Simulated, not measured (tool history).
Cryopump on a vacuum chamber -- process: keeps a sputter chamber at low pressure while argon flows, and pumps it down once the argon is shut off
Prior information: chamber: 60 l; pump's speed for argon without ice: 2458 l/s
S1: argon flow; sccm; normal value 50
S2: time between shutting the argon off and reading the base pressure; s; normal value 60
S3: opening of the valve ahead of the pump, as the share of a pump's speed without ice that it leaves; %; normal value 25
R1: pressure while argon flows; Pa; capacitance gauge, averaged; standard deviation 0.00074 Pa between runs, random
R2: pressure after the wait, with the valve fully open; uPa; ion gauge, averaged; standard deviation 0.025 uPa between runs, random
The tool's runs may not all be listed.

Run 1, hour 0.0: usual settings. Result: R1 0.1426 Pa, R2 1.47 uPa.
Run 2, hour 18.8: usual settings but S1 95 sccm. Result: R1 0.2706 Pa, R2 1.49 uPa.
Run 3, hour 46.6: usual settings but S1 95 sccm. Result: R1 0.2737 Pa, R2 1.47 uPa.
Run 4, hour 75.8: usual settings but S3 19 %. Result: R1 0.1862 Pa, R2 1.50 uPa.
Run 5, hour 112.3: usual settings but S3 26 %. Result: R1 0.1386 Pa, R2 1.56 uPa.
Run 6, hour 139.2: usual settings but S2 25 s. Result: R1 0.1437 Pa, R2 2.73 uPa.
Run 7, hour 168.1: usual settings. Result: R1 0.1444 Pa, R2 1.57 uPa.
Run 8, hour 192.5: usual settings. Result: R1 0.1445 Pa, R2 1.53 uPa.
Run 9, hour 232.2: usual settings. Result: R1 0.1438 Pa, R2 1.59 uPa.
Run 10, hour 255.3: usual settings. Result: R1 0.1459 Pa, R2 1.56 uPa.
Run 11, hour 277.9: usual settings but S2 58 s. Result: R1 0.1440 Pa, R2 1.53 uPa.
Run 12, hour 311.5: usual settings but S3 30 %. Result: R1 0.1219 Pa, R2 1.61 uPa.
Run 13, hour 329.9: usual settings but S3 30 %. Result: R1 0.1219 Pa, R2 1.56 uPa.
Run 14, hour 362.6: usual settings but S1 22 sccm. Result: R1 0.0643 Pa, R2 1.59 uPa.
Run 15, hour 384.3: usual settings but S1 23 sccm. Result: R1 0.0666 Pa, R2 1.59 uPa.
Run 16, hour 418.7: usual settings but S1 23 sccm, S2 98 s. Result: R1 0.0678 Pa, R2 1.31 uPa.
Run 17, hour 458.6: usual settings but S1 23 sccm, S2 98 s. Result: R1 0.0676 Pa, R2 1.29 uPa.
Run 18, hour 485.0: usual settings but S2 142 s, S3 20 %. Result: R1 0.1801 Pa, R2 1.19 uPa.
Run 19, hour 521.2: usual settings but S2 135 s, S3 43 %. Result: R1 0.0889 Pa, R2 1.23 uPa.
Run 20, hour 539.8: usual settings but S1 25 sccm, S2 34 s, S3 28 %. Result: R1 0.0673 Pa, R2 2.31 uPa.
Run 21, hour 557.6: usual settings but S1 27 sccm, S2 34 s, S3 28 %. Result: R1 0.0701 Pa, R2 2.38 uPa.
Run 22, hour 592.1: usual settings but S1 29 sccm, S2 99 s, S3 17 %. Result: R1 0.1225 Pa, R2 1.37 uPa.
Run 23, hour 612.5: usual settings but S2 30 s, S3 30 %. Result: R1 0.1232 Pa, R2 2.60 uPa.
Run 24, hour 642.0: usual settings but S1 75 sccm, S2 113 s. Result: R1 0.2217 Pa, R2 1.36 uPa.
Run 25, hour 681.5: usual settings but S1 64 sccm, S2 34 s, S3 35 %. Result: R1 0.1392 Pa, R2 2.41 uPa.
Run 26, hour 716.8: usual settings but S2 45 s, S3 48 %. Result: R1 0.0818 Pa, R2 2.06 uPa.
Run 27, hour 733.8: usual settings but S1 70 sccm, S2 45 s, S3 50 %. Result: R1 0.1111 Pa, R2 2.08 uPa.
Run 28, hour 767.4: usual settings but S1 26 sccm, S2 92 s, S3 24 %. Result: R1 0.0798 Pa, R2 1.49 uPa.
Run 29, hour 807.9: usual settings but S1 26 sccm, S2 92 s, S3 24 %. Result: R1 0.0811 Pa, R2 1.47 uPa.
Run 30, hour 848.2: usual settings but S1 26 sccm, S2 92 s, S3 24 %. Result: R1 0.0801 Pa, R2 1.49 uPa.
Run 31, hour 887.8: usual settings but S1 84 sccm. Result: R1 0.2530 Pa, R2 1.89 uPa.
Run 32, hour 909.9: usual settings but S1 84 sccm. Result: R1 0.2518 Pa, R2 1.85 uPa.
Run 33, hour 944.6: usual settings but S1 48 sccm, S2 155 s, S3 53 %. Result: R1 0.0740 Pa, R2 1.37 uPa.
Run 34, hour 981.0: usual settings but S1 54 sccm, S2 44 s, S3 29 %. Result: R1 0.1435 Pa, R2 2.19 uPa.

Predict each of these 4 candidate next runs independently; none follows another, all start after run 34:
Run A, hour 1015.1: usual settings but S1 70 sccm, S2 110 s, S3 36 %. Result: R1 ?, R2 ?.
Run B, hour 1015.1: usual settings but S1 39 sccm, S3 29 %. Result: R1 ?, R2 ?.
Run C, hour 1015.1: usual settings but S1 30 sccm, S2 131 s, S3 15 %. Result: R1 ?, R2 ?.
Run D, hour 1015.1: usual settings but S1 67 sccm. Result: R1 ?, R2 ?.

run      R1    R2
  A  0.1532  1.48
  B  0.1025  1.86
  C  0.1453  1.42
  D  0.2016  1.95
The same runs, with their run-to-run variation unchanged, on a tool lacking any hidden condition would have given:
run      R1    R2
  A  0.1346  0.56
  B  0.0922  0.94
  C  0.1373  0.50
  D  0.1839  1.01
